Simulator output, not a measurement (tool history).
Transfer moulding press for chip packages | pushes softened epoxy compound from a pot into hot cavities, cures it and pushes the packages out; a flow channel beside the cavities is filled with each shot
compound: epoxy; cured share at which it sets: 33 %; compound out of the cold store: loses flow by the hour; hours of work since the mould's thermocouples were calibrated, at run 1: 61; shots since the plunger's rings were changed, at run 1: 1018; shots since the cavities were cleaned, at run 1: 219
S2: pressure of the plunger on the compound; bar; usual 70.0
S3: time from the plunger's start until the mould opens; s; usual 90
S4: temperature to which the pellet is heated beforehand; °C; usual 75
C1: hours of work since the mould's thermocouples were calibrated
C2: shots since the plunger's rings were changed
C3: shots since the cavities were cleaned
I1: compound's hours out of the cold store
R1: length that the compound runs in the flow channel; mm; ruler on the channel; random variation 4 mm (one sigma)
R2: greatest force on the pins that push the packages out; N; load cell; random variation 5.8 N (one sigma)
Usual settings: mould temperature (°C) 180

Run 1, hour 0.0: usual settings; C1 61; C2 1018; C3 219; I1 39.2. Result: R1 479 mm, R2 255 N.
Run 2, hour 6.1: usual settings; C1 64; C2 1073; C3 274; I1 17.8. Result: R1 513 mm, R2 267 N.
Run 3, hour 11.6: usual settings but S2 60.9 bar; C1 67; C2 1122; C3 323; I1 9.9. Result: R1 499 mm, R2 263 N.
Run 4, hour 20.4: usual settings but mould temperature (°C) 182; C1 71; C2 1201; C3 402; I1 23.9. Result: R1 495 mm, R2 252 N.
Run 5, hour 30.8: usual settings but mould temperature (°C) 182; C1 76; C2 1294; C3 495; I1 22.0. Result: R1 507 mm, R2 261 N.
Run 6, hour 38.6: usual settings but mould temperature (°C) 187; C1 80; C2 1364; C3 565; I1 23.7. Result: R1 490 mm, R2 238 N.
At hour 41.1: cavities cleaned with cleaning compound and waxed.
Run 7, hour 50.3: usual settings but mould temperature (°C) 187; C1 85; C2 1455; C3 82; I1 40.4. Result: R1 467 mm, R2 193 N.
Run 8, hour 62.1: usual settings but mould temperature (°C) 174; C1 90; C2 1561; C3 188; I1 12.0. Result: R1 527 mm, R2 377 N.
Run 9, hour 72.2: usual settings but mould temperature (°C) 174; C1 95; C2 1652; C3 279; I1 40.0. Result: R1 480 mm, R2 349 N.
Run 10, hour 81.7: usual settings but mould temperature (°C) 174; C1 100; C2 1737; C3 364; I1 21.0. Result: R1 507 mm, R2 403 N.
Run 11, hour 91.4: usual settings but mould temperature (°C) 174; C1 104; C2 1824; C3 451; I1 19.4. Result: R1 507 mm, R2 414 N.
Run 12, hour 102.0: usual settings but mould temperature (°C) 174; C1 109; C2 1919; C3 546; I1 39.0. Result: R1 481 mm, R2 400 N.
At hour 106.1: cavities cleaned with cleaning compound and waxed.
Run 13, hour 111.4: usual settings but S3 78 s; C1 113; C2 1990; C3 48; I1 28.4. Result: R1 484 mm, R2 307 N.
Run 14, hour 118.7: usual settings but S3 78 s; C1 116; C2 2055; C3 113; I1 10.2. Result: R1 509 mm, R2 340 N.
Run 15, hour 124.1: usual settings but S3 78 s; C1 119; C2 2103; C3 161; I1 32.4. Result: R1 475 mm, R2 323 N.
At hour 127.1: mould's thermocouples calibrated.
Run 16, hour 137.6: usual settings but mould temperature (°C) 186, S2 86.6 bar, S3 109 s; C1 5; C2 2206; C3 264; I1 22.6. Result: R1 537 mm, R2 204 N.
Run 17, hour 148.6: usual settings but S2 68.4 bar, S4 71 °C; C1 10; C2 2305; C3 363; I1 36.2. Result: R1 460 mm, R2 264 N.
Run 18, hour 160.0: usual settings but S2 68.4 bar, S4 71 °C; C1 16; C2 2407; C3 465; I1 25.2. Result: R1 488 mm, R2 274 N.
Run 19, hour 166.7: usual settings but S3 79 s; C1 19; C2 2467; C3 525; I1 20.3. Result: R1 495 mm, R2 383 N.
At hour 173.7: cavities cleaned with cleaning compound and waxed.
Run 20, hour 173.7: usual settings but S3 79 s; C1 21; C2 2517; C3 0; I1 28.0. Result: R1 477 mm, R2 287 N.
At hour 177.3: mould's thermocouples calibrated, once more.
Run 21, hour 185.4: usual settings but mould temperature (°C) 184, S3 109 s, S4 70 °C; C1 4; C2 2603; C3 86; I1 33.8. Result: R1 466 mm, R2 188 N.
Run 22, hour 195.4: usual settings but mould temperature (°C) 175, S2 69.1 bar, S3 72 s, S4 70 °C; C1 9; C2 2693; C3 176; I1 30.8. Result: R1 483 mm, R2 608 N.
Run 23, hour 200.4: usual settings but mould temperature (°C) 175, S2 69.1 bar, S3 72 s, S4 70 °C; C1 11; C2 2738; C3 221; I1 44.1. Result: R1 455 mm, R2 554 N.
Run 24, hour 208.1: usual settings but mould temperature (°C) 175, S2 75.1 bar, S3 72 s, S4 70 °C; C1 15; C2 2807; C3 290; I1 20.7. Result: R1 516 mm, R2 644 N.
Run 25, hour 216.9: usual settings but S3 107 s; C1 19; C2 2886; C3 369; I1 18.7. Result: R1 495 mm, R2 210 N.
Run 26, hour 223.1: usual settings but S3 107 s; C1 22; C2 2941; C3 424; I1 10.5. Result: R1 514 mm, R2 223 N.
Run 27, hour 234.4: usual settings but mould temperature (°C) 178, S3 107 s, S4 68 °C; C1 27; C2 3042; C3 525; I1 20.1. Result: R1 502 mm, R2 238 N.

Forecast each of these 5 alternatives for the next run:
At hour 241.2: cavities cleaned with cleaning compound and waxed.
Run A, hour 247.9: usual settings but mould temperature (°C) 178, S3 107 s, S4 78 °C; C1 33; C2 3150; C3 60; I1 8.9. Result: R1 ?, R2 ?.
At hour 241.2: cavities cleaned with cleaning compound and waxed.
Run B, hour 247.9: usual settings but mould temperature (°C) 179, S2 66.3 bar; C1 33; C2 3150; C3 60; I1 20.8. Result: R1 ?, R2 ?.
At hour 241.2: cavities cleaned with cleaning compound and waxed.
Run C, hour 247.9: usual settings but mould temperature (°C) 187, S2 64.3 bar, S3 77 s; C1 33; C2 3150; C3 60; I1 26.0. Result: R1 ?, R2 ?.
At hour 241.2: cavities cleaned with cleaning compound and waxed.
Run D, hour 247.9: usual settings but mould temperature (°C) 176, S2 53.2 bar, S3 71 s; C1 33; C2 3150; C3 60; I1 9.4. Result: R1 ?, R2 ?.
At hour 241.2: cavities cleaned with cleaning compound and waxed.
Run E, hour 247.9: usual settings but mould temperature (°C) 178, S2 64.2 bar, S4 68 °C; C1 33; C2 3150; C3 60; I1 46.9. Result: R1 ?, R2 ?.

run   R1   R2
  A  505  194
  B  470  236
  C  452  215
  D  444  537
  E  427  240
Without the tool's hidden state the same runs would have given:
run   R1   R2
  A  538  186
  B  501  228
  C  481  207
  D  473  519
  E  454  232

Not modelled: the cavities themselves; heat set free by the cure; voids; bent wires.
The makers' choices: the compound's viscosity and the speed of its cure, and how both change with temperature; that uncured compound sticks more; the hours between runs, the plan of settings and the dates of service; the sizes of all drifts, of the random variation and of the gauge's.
